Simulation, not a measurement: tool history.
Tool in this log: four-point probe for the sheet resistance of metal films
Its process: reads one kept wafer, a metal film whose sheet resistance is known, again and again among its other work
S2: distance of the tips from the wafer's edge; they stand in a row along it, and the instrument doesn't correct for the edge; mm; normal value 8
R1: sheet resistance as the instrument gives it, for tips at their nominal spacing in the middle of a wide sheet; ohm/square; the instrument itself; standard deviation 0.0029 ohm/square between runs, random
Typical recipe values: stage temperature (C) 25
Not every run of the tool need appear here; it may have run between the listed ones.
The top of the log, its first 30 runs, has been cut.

{"run": 31, "hour": 2992.4, "stage temperature (C)": 33, "S2": 6, "R1": 14.755295}
{"run": 32, "hour": 3135.9, "stage temperature (C)": 19, "S2": 19, "R1": 14.3961}
{"run": 33, "hour": 3212.9, "stage temperature (C)": 24, "S2": 11, "R1": 14.485035}
{"run": 34, "hour": 3293.9, "stage temperature (C)": 33, "S2": 34, "R1": 14.425962}
{"run": 35, "hour": 3437.2, "stage temperature (C)": 33, "S2": 34, "R1": 14.422854}
{"run": 36, "hour": 3561.8, "stage temperature (C)": 23, "S2": 7, "R1": 14.625443}
{"run": 37, "hour": 3701.2, "stage temperature (C)": 32, "S2": 21, "R1": 14.43271}
{"run": 38, "hour": 3817.9, "stage temperature (C)": 25, "S2": 3, "R1": 15.637871}
{"run": 39, "hour": 3911.9, "stage temperature (C)": 26, "S2": 59, "R1": 14.389136}
{"run": 40, "hour": 3997.6, "stage temperature (C)": 23, "S2": 16, "R1": 14.420458}
{"run": 41, "hour": 4114.1, "stage temperature (C)": 29, "S2": 19, "R1": 14.429415}
{"run": 42, "hour": 4242.2, "stage temperature (C)": 29, "S2": 19, "R1": 14.432264}
{"run": 43, "hour": 4349.2, "stage temperature (C)": 27, "S2": 21, "R1": 14.415892}
{"run": 44, "hour": 4456.3, "stage temperature (C)": 23, "S2": 13, "R1": 14.442081}
{"run": 45, "hour": 4581.5, "stage temperature (C)": 23, "S2": 13, "R1": 14.439485}

Each row is a separate what-if for the run after 45, all from the same tool condition, not one after another. Results?
{"run": "A", "hour": 4724.8, "stage temperature (C)": 30, "S2": 13, "R1": "?"}
{"run": "B", "hour": 4724.8, "stage temperature (C)": 32, "S2": 13, "R1": "?"}
{"run": "C", "hour": 4724.8, "stage temperature (C)": 23, "S2": 19, "R1": "?"}
{"run": "D", "hour": 4724.8, "stage temperature (C)": 23, "S2": 13, "R1": "?"}

run=A R1=14.466293
run=B R1=14.470732
run=C R1=14.400263
run=D R1=14.438343
Take away the tool's hidden state, keep each run's random variation, and the runs would have read:
run=A R1=14.630255
run=B R1=14.634837
run=C R1=14.563175
run=D R1=14.601650

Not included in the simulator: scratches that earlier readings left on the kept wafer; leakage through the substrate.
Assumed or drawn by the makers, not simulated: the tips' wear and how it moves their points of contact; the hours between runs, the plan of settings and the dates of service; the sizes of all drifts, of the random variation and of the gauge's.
